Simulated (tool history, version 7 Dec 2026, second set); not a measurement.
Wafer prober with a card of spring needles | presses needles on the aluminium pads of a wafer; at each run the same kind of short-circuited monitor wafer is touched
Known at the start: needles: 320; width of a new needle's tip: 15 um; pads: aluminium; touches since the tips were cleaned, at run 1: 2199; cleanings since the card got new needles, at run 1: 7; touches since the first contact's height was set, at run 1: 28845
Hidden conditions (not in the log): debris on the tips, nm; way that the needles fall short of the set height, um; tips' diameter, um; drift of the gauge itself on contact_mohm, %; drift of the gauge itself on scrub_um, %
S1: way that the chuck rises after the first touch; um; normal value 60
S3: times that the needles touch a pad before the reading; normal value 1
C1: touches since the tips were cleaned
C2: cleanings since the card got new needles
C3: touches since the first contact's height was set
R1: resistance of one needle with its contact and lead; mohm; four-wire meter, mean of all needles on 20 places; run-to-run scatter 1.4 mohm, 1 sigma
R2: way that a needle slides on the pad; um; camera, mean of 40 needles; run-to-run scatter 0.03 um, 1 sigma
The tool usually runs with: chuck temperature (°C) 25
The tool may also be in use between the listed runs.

{"run": 1, "day": 0.0, "S1": 60, "chuck temperature (°C)": 25, "S3": 1, "C1": 2199, "C2": 7, "C3": 28845, "R1": 131, "R2": 13.89}
{"day": 0.162, "done": "tips cleaned on abrasive film"}
{"run": 2, "day": 0.346, "S1": 60, "chuck temperature (°C)": 25, "S3": 1, "C1": 1774, "C2": 8, "C3": 32126, "R1": 129, "R2": 13.91}
{"day": 0.542, "done": "tips cleaned on abrasive film"}
{"run": 3, "day": 0.542, "S1": 60, "chuck temperature (°C)": 25, "S3": 1, "C1": 0, "C2": 9, "C3": 33945, "R1": 130, "R2": 13.93}
{"run": 4, "day": 0.75, "S1": 60, "chuck temperature (°C)": 25, "S3": 1, "C1": 1998, "C2": 9, "C3": 35943, "R1": 130, "R2": 13.9}
{"day": 0.917, "done": "tips cleaned on abrasive film"}
{"run": 5, "day": 1.058, "S1": 60, "chuck temperature (°C)": 116, "S3": 1, "C1": 1369, "C2": 10, "C3": 38857, "R1": 143, "R2": 13.88}
{"day": 1.312, "done": "tips cleaned on abrasive film"}
{"run": 6, "day": 1.388, "S1": 60, "chuck temperature (°C)": 116, "S3": 1, "C1": 717, "C2": 11, "C3": 41960, "R1": 147, "R2": 13.88}
{"run": 7, "day": 1.558, "S1": 60, "chuck temperature (°C)": 116, "S3": 1, "C1": 2368, "C2": 11, "C3": 43611, "R1": 145, "R2": 13.92}
{"day": 1.692, "done": "tips cleaned on abrasive film"}
{"run": 8, "day": 1.883, "S1": 60, "chuck temperature (°C)": 25, "S3": 1, "C1": 1857, "C2": 12, "C3": 46684, "R1": 128, "R2": 13.95}
{"day": 2.062, "done": "tips cleaned on abrasive film"}
{"run": 9, "day": 2.062, "S1": 60, "chuck temperature (°C)": 25, "S3": 1, "C1": 0, "C2": 13, "C3": 48349, "R1": 129, "R2": 13.9}
{"run": 10, "day": 2.4, "S1": 60, "chuck temperature (°C)": 25, "S3": 1, "C1": 3228, "C2": 13, "C3": 51577, "R1": 129, "R2": 13.94}
{"day": 2.433, "done": "tips cleaned on abrasive film"}
{"run": 11, "day": 2.7, "S1": 60, "chuck temperature (°C)": 25, "S3": 1, "C1": 2552, "C2": 14, "C3": 54440, "R1": 129, "R2": 13.99}
{"day": 2.829, "done": "tips cleaned on abrasive film"}
{"run": 12, "day": 2.883, "S1": 45, "chuck temperature (°C)": 25, "S3": 1, "C1": 490, "C2": 15, "C3": 56120, "R1": 134, "R2": 10.44}
{"run": 13, "day": 3.142, "S1": 45, "chuck temperature (°C)": 25, "S3": 1, "C1": 2981, "C2": 15, "C3": 58611, "R1": 135, "R2": 10.43}
{"day": 3.217, "done": "tips cleaned on abrasive film"}
{"run": 14, "day": 3.454, "S1": 45, "chuck temperature (°C)": 25, "S3": 1, "C1": 2269, "C2": 16, "C3": 61575, "R1": 136, "R2": 10.44}
{"day": 3.612, "done": "tips cleaned on abrasive film"}
{"run": 15, "day": 3.767, "S1": 45, "chuck temperature (°C)": 25, "S3": 1, "C1": 1474, "C2": 17, "C3": 64534, "R1": 136, "R2": 10.47}
{"day": 3.988, "done": "tips cleaned on abrasive film"}
{"run": 16, "day": 3.992, "S1": 45, "chuck temperature (°C)": 25, "S3": 1, "C1": 35, "C2": 18, "C3": 66642, "R1": 133, "R2": 10.5}
{"run": 17, "day": 4.346, "S1": 57, "chuck temperature (°C)": 25, "S3": 1, "C1": 3421, "C2": 18, "C3": 70028, "R1": 130, "R2": 13.29}
{"day": 4.383, "done": "tips cleaned on abrasive film"}
{"run": 18, "day": 4.688, "S1": 57, "chuck temperature (°C)": 67, "S3": 1, "C1": 2904, "C2": 19, "C3": 73241, "R1": 138, "R2": 13.33}
{"day": 4.767, "done": "tips cleaned on abrasive film"}
{"run": 19, "day": 4.862, "S1": 56, "chuck temperature (°C)": 34, "S3": 2, "C1": 936, "C2": 20, "C3": 74901, "R1": 133, "R2": 13.15}
{"run": 20, "day": 5.05, "S1": 56, "chuck temperature (°C)": 34, "S3": 2, "C1": 2723, "C2": 20, "C3": 76688, "R1": 131, "R2": 13.1}
{"day": 5.146, "done": "tips cleaned on abrasive film"}
{"run": 21, "day": 5.238, "S1": 74, "chuck temperature (°C)": 84, "S3": 2, "C1": 883, "C2": 21, "C3": 78431, "R1": 137, "R2": 17.32}
{"run": 22, "day": 5.483, "S1": 48, "chuck temperature (°C)": 29, "S3": 2, "C1": 3240, "C2": 21, "C3": 80788, "R1": 137, "R2": 11.22}
{"day": 5.521, "done": "tips cleaned on abrasive film"}
{"run": 23, "day": 5.692, "S1": 48, "chuck temperature (°C)": 29, "S3": 2, "C1": 1658, "C2": 22, "C3": 82772, "R1": 135, "R2": 11.24}
{"day": 5.9, "done": "tips cleaned on abrasive film"}
{"day": 6.038, "done": "gauge calibrated"}
{"run": 24, "day": 6.054, "S1": 48, "chuck temperature (°C)": 29, "S3": 2, "C1": 1446, "C2": 23, "C3": 86166, "R1": 134, "R2": 11.12}
{"day": 6.271, "done": "tips cleaned on abrasive film"}
{"run": 25, "day": 6.3, "S1": 45, "chuck temperature (°C)": 47, "S3": 2, "C1": 275, "C2": 24, "C3": 88492, "R1": 139, "R2": 10.42}
{"run": 26, "day": 6.575, "S1": 60, "chuck temperature (°C)": 78, "S3": 1, "C1": 2927, "C2": 24, "C3": 91144, "R1": 140, "R2": 13.86}
{"day": 6.646, "done": "tips cleaned on abrasive film"}
{"run": 27, "day": 6.817, "S1": 60, "chuck temperature (°C)": 78, "S3": 1, "C1": 1643, "C2": 25, "C3": 93407, "R1": 140, "R2": 13.92}
{"day": 7.025, "done": "tips cleaned on abrasive film"}
{"run": 28, "day": 7.05, "S1": 60, "chuck temperature (°C)": 87, "S3": 1, "C1": 251, "C2": 26, "C3": 95607, "R1": 143, "R2": 13.96}
{"run": 29, "day": 7.346, "S1": 60, "chuck temperature (°C)": 33, "S3": 3, "C1": 3067, "C2": 26, "C3": 98423, "R1": 134, "R2": 13.92}
{"day": 7.421, "done": "tips cleaned on abrasive film"}
{"run": 30, "day": 7.625, "S1": 60, "chuck temperature (°C)": 33, "S3": 1, "C1": 1946, "C2": 27, "C3": 101076, "R1": 128, "R2": 13.91}
{"day": 7.804, "done": "tips cleaned on abrasive film"}
{"run": 31, "day": 7.983, "S1": 60, "chuck temperature (°C)": 33, "S3": 1, "C1": 1728, "C2": 28, "C3": 104469, "R1": 131, "R2": 13.96}

Forecast run 32:
{"day": 8.196, "done": "tips cleaned on abrasive film"}
{"run": 32, "day": 8.246, "S1": 67, "chuck temperature (°C)": 33, "S3": 1, "C1": 459, "C2": 29, "C3": 106917, "R1": "?", "R2": "?"}

Logged for run 32: R1 129 mohm, R2 15.54 um.
On a tool with no hidden condition, and with the same random variation, this run would have come out at R1 128 mohm, R2 15.48 um.
